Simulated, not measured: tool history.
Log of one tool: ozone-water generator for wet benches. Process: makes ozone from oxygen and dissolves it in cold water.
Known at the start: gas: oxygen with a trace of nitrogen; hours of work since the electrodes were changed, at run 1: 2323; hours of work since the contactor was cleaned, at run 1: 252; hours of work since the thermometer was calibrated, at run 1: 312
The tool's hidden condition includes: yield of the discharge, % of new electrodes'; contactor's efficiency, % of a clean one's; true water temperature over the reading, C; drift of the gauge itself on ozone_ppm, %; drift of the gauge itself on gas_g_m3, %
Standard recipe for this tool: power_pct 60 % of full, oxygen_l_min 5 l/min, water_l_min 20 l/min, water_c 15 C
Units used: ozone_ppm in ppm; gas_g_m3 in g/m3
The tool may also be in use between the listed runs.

| run | hour | power_pct | oxygen_l_min | water_l_min | water_c | hours of work since the electrodes were changed | hours of work since the contactor was cleaned | hours of work since the thermometer was calibrated | ozone_ppm | gas_g_m3 |
|---|---|---|---|---|---|---|---|---|---|---|
| 1 | 0 | 60 | 5 | 20 | 15 | 2323 | 252 | 312 | 14.4 | 136.1 |
| 2 | 33.5 | 60 | 5 | 23 | 15 | 2351 | 280 | 340 | 12.6 | 135.4 |
| 3 | 79 | 60 | 5 | 23 | 15 | 2389 | 319 | 379 | 12.7 | 136.5 |
| 4 | 154 | 60 | 5 | 23 | 15 | 2453 | 382 | 443 | 12.6 | 133.7 |
| 5 | 208.1 | 60 | 5 | 23 | 15 | 2499 | 428 | 488 | 12.4 | 135.6 |
| 6 | 287.7 | 60 | 5 | 23 | 15 | 2566 | 496 | 556 | 12.5 | 134.5 |
| 7 | 347.8 | 60 | 5 | 20 | 8 | 2617 | 547 | 607 | 15.5 | 134.5 |
| 8 | 418 | 60 | 5 | 20 | 8 | 2677 | 606 | 666 | 15.5 | 135.5 |
| 9 | 472.7 | 60 | 5 | 20 | 8 | 2723 | 652 | 713 | 15.5 | 134.1 |
| 10 | 531.9 | 60 | 5 | 20 | 15 | 2773 | 703 | 763 | 14.2 | 134.7 |
| 11 | 578.6 | 66 | 5 | 20 | 15 | 2813 | 742 | 803 | 15.3 | 145.1 |
| 12 | 617.6 | 60 | 5 | 20 | 15 | 2846 | 775 | 836 | 14.1 | 134.3 |
| 13 | 668.8 | 60 | 5 | 20 | 15 | 2889 | 819 | 879 | 14.3 | 132.5 |
| 14 | 736.4 | 70 | 5 | 20 | 15 | 2947 | 876 | 936 | 15.8 | 149 |
| 15 | 813.5 | 48 | 2.78 | 20 | 15 | 3012 | 941 | 1002 | 11.6 | 161.3 |
| 16 | 875.1 | 48 | 7.92 | 20 | 11 | 3064 | 994 | 1054 | 12.5 | 87.8 |
| 17 | 941.7 | 48 | 7.92 | 20 | 11 | 3121 | 1050 | 1110 | 12.7 | 88.6 |
| 18 | 983.6 | 82 | 7.92 | 20 | 20 | 3156 | 1086 | 1146 | 15.6 | 127.6 |
| 19 | 1046.4 | 82 | 7.92 | 20 | 20 | 3210 | 1139 | 1199 | 15.3 | 126.3 |
| 20 | 1116.2 | 80 | 5 | 13 | 15 | 3269 | 1198 | 1258 | 23.6 | 163.1 |
| 21 | 1196.7 | 60 | 8.63 | 27 | 11 | 3337 | 1266 | 1327 | 11.6 | 98.9 |
| 22 | 1277.1 | 56 | 3.57 | 27 | 11 | 3405 | 1334 | 1395 | 10.3 | 154.4 |
| 23 | 1330.4 | 49 | 5.38 | 17 | 11 | 3450 | 1380 | 1440 | 14.7 | 114.1 |
| 24 | 1402.1 | 50 | 5 | 24 | 15 | 3511 | 1440 | 1501 | 10.6 | 118.8 |
| 25 | 1464.5 | 50 | 5 | 24 | 15 | 3564 | 1493 | 1554 | 10.7 | 118 |
| 26 | 1509.7 | 50 | 5 | 20 | 8 | 3602 | 1532 | 1592 | 13.5 | 118.5 |
| 27 | 1544.8 | 50 | 5 | 20 | 8 | 3632 | 1561 | 1622 | 13.4 | 118.3 |

Alternative continuations, all from the tool just after run 27; predict every row:
| A | 1601.8 | 60 | 7.75 | 20 | 15 | 3680 | 1610 | 1670 | ? | ? |
| B | 1601.8 | 60 | 4.18 | 20 | 15 | 3680 | 1610 | 1670 | ? | ? |
| C | 1601.8 | 50 | 5.71 | 24 | 18 | 3680 | 1610 | 1670 | ? | ? |

| run | ozone_ppm | gas_g_m3 |
|---|---|---|
| A | 13.7 | 103.3 |
| B | 13.9 | 147.6 |
| C | 10.2 | 110.8 |
What these runs would have given with no unlogged condition in the tool:
| run | ozone_ppm | gas_g_m3 |
|---|---|---|
| A | 14.4 | 106.9 |
| B | 14.5 | 152.6 |
| C | 10.7 | 114 |
